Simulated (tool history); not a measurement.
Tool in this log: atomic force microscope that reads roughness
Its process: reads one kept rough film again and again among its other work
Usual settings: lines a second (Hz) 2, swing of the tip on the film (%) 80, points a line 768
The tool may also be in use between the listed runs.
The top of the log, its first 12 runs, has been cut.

run	hour	lines a second (Hz)	swing of the tip on the film (%)	points a line	roughness of the kept film (nm (root mean square))
13	467.2	2	80	768	1.522
14	518.9	2	80	768	1.467
# hour 522.3: height scale calibrated on a step standard
15	575.6	2	80	460	1.41
# hour 609.1: new tip fitted
16	617.5	1	66	262	1.819
17	665.2	0.72	67	824	1.766
18	695.6	1.17	68	741	1.701
19	732	2	79	768	1.484
20	780.9	2	79	768	1.425
# hour 789.9: height scale calibrated on a step standard, once more
# hour 821.5: new tip fitted
21	833.7	2	64	549	1.731
22	858	2.25	83	437	1.464
23	908.7	2.25	83	437	1.431
24	964.3	2	89	780	1.317
25	993.9	2.73	64	780	1.525
# hour 1034.2: new tip fitted
26	1045.5	2.73	70	780	1.618
27	1096.3	0.51	56	830	1.794
28	1151.4	2	59	870	1.647
29	1179.5	2	59	870	1.61
30	1222.7	2	59	870	1.567

4 options for the next run, each taken on its own from the tool as it stands now. Forecast them:
# hour 1245.1: new tip fitted
A	1265.9	2	80	870	?
# hour 1245.1: new tip fitted
B	1265.9	2	80	592	?
# hour 1245.1: new tip fitted
C	1265.9	2	80	922	?
# hour 1245.1: new tip fitted
D	1265.9	2	59	667	?

run	roughness of the kept film (nm (root mean square))
A	1.558
B	1.561
C	1.564
D	1.771
Without the tool's unlogged condition, the same runs would have read:
run	roughness of the kept film (nm (root mean square))
A	1.587
B	1.59
C	1.593
D	1.803
